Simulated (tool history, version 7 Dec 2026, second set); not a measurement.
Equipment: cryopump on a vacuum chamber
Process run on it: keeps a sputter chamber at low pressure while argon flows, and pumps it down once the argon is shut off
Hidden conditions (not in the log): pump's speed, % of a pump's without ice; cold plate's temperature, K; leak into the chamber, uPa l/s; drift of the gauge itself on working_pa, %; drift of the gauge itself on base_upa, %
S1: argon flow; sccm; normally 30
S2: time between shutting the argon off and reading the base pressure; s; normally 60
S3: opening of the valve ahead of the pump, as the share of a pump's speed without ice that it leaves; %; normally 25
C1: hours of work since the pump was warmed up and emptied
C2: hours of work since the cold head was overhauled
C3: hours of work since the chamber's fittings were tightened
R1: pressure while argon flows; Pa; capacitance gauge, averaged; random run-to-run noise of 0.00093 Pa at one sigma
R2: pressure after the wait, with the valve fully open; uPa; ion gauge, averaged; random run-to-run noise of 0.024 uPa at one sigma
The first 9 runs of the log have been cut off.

{"run": 10, "day": 25.971, "S1": 30, "S2": 60, "S3": 25, "C1": 575, "C2": 2159, "C3": 304, "R1": 0.2072, "R2": 1.7}
{"run": 11, "day": 29.046, "S1": 30, "S2": 60, "S3": 25, "C1": 612, "C2": 2196, "C3": 341, "R1": 0.2076, "R2": 1.73}
{"run": 12, "day": 30.958, "S1": 30, "S2": 60, "S3": 25, "C1": 634, "C2": 2219, "C3": 363, "R1": 0.2079, "R2": 1.83}
{"run": 13, "day": 34.2, "S1": 30, "S2": 117, "S3": 25, "C1": 673, "C2": 2257, "C3": 402, "R1": 0.2079, "R2": 1.54}
{"run": 14, "day": 36.854, "S1": 30, "S2": 117, "S3": 25, "C1": 705, "C2": 2289, "C3": 434, "R1": 0.2082, "R2": 1.68}
{"run": 15, "day": 40.083, "S1": 30, "S2": 117, "S3": 25, "C1": 743, "C2": 2328, "C3": 472, "R1": 0.2096, "R2": 1.76}
{"day": 41.671, "done": "pump warmed up, emptied and cooled again"}
{"run": 16, "day": 42.879, "S1": 30, "S2": 60, "S3": 25, "C1": 14, "C2": 2358, "C3": 503, "R1": 0.1994, "R2": 2}
{"run": 17, "day": 45.538, "S1": 30, "S2": 60, "S3": 16, "C1": 46, "C2": 2390, "C3": 535, "R1": 0.3092, "R2": 2.02}
{"run": 18, "day": 48.421, "S1": 37, "S2": 146, "S3": 22, "C1": 80, "C2": 2424, "C3": 569, "R1": 0.2786, "R2": 1.69}
{"run": 19, "day": 51.542, "S1": 30, "S2": 52, "S3": 25, "C1": 118, "C2": 2462, "C3": 606, "R1": 0.1997, "R2": 2.23}
{"run": 20, "day": 53.996, "S1": 30, "S2": 52, "S3": 25, "C1": 147, "C2": 2491, "C3": 636, "R1": 0.2005, "R2": 2.35}
{"run": 21, "day": 55.917, "S1": 20, "S2": 25, "S3": 16, "C1": 170, "C2": 2514, "C3": 658, "R1": 0.2084, "R2": 3.23}
{"run": 22, "day": 59.192, "S1": 30, "S2": 150, "S3": 27, "C1": 209, "C2": 2553, "C3": 697, "R1": 0.1877, "R2": 2.04}
{"run": 23, "day": 61.604, "S1": 30, "S2": 69, "S3": 17, "C1": 238, "C2": 2582, "C3": 726, "R1": 0.2922, "R2": 2.35}
{"run": 24, "day": 64.188, "S1": 30, "S2": 69, "S3": 17, "C1": 268, "C2": 2612, "C3": 757, "R1": 0.2931, "R2": 2.51}
{"run": 25, "day": 67.179, "S1": 31, "S2": 69, "S3": 18, "C1": 304, "C2": 2648, "C3": 793, "R1": 0.2881, "R2": 2.52}
{"run": 26, "day": 69.825, "S1": 41, "S2": 20, "S3": 25, "C1": 335, "C2": 2679, "C3": 824, "R1": 0.2746, "R2": 4.11}
{"run": 27, "day": 73.054, "S1": 41, "S2": 20, "S3": 25, "C1": 374, "C2": 2718, "C3": 863, "R1": 0.2791, "R2": 4.13}
{"run": 28, "day": 75.654, "S1": 41, "S2": 20, "S3": 25, "C1": 405, "C2": 2749, "C3": 894, "R1": 0.2776, "R2": 4.22}
{"run": 29, "day": 78.812, "S1": 41, "S2": 20, "S3": 25, "C1": 443, "C2": 2787, "C3": 931, "R1": 0.2784, "R2": 4.2}
{"run": 30, "day": 82.129, "S1": 18, "S2": 20, "S3": 25, "C1": 482, "C2": 2826, "C3": 971, "R1": 0.1226, "R2": 4.26}
{"run": 31, "day": 84.225, "S1": 36, "S2": 49, "S3": 32, "C1": 507, "C2": 2851, "C3": 996, "R1": 0.1938, "R2": 3.36}
{"run": 32, "day": 86.375, "S1": 36, "S2": 114, "S3": 33, "C1": 533, "C2": 2877, "C3": 1021, "R1": 0.1898, "R2": 2.91}
{"run": 33, "day": 88.225, "S1": 36, "S2": 114, "S3": 33, "C1": 555, "C2": 2899, "C3": 1043, "R1": 0.1902, "R2": 2.97}

Consider 4 possible next runs. They are alternatives, not a sequence: every one starts from the tool as it was left by run 33. What does each give?
{"run": "A", "day": 91.0, "S1": 57, "S2": 45, "S3": 25, "C1": 588, "C2": 2932, "C3": 1077, "R1": "?", "R2": "?"}
{"run": "B", "day": 91.0, "S1": 27, "S2": 32, "S3": 43, "C1": 588, "C2": 2932, "C3": 1077, "R1": "?", "R2": "?"}
{"run": "C", "day": 91.0, "S1": 26, "S2": 52, "S3": 33, "C1": 588, "C2": 2932, "C3": 1077, "R1": "?", "R2": "?"}
{"run": "D", "day": 91.0, "S1": 36, "S2": 114, "S3": 24, "C1": 588, "C2": 2932, "C3": 1077, "R1": "?", "R2": "?"}

run=A R1=0.3925 R2=3.62
run=B R1=0.1117 R2=3.91
run=C R1=0.1383 R2=3.58
run=D R1=0.259 R2=3.02
With no hidden state in the tool, these same runs would have given:
run=A R1=0.3733 R2=1.18
run=B R1=0.1026 R2=1.51
run=C R1=0.1295 R2=1.1
run=D R1=0.2468 R2=0.63
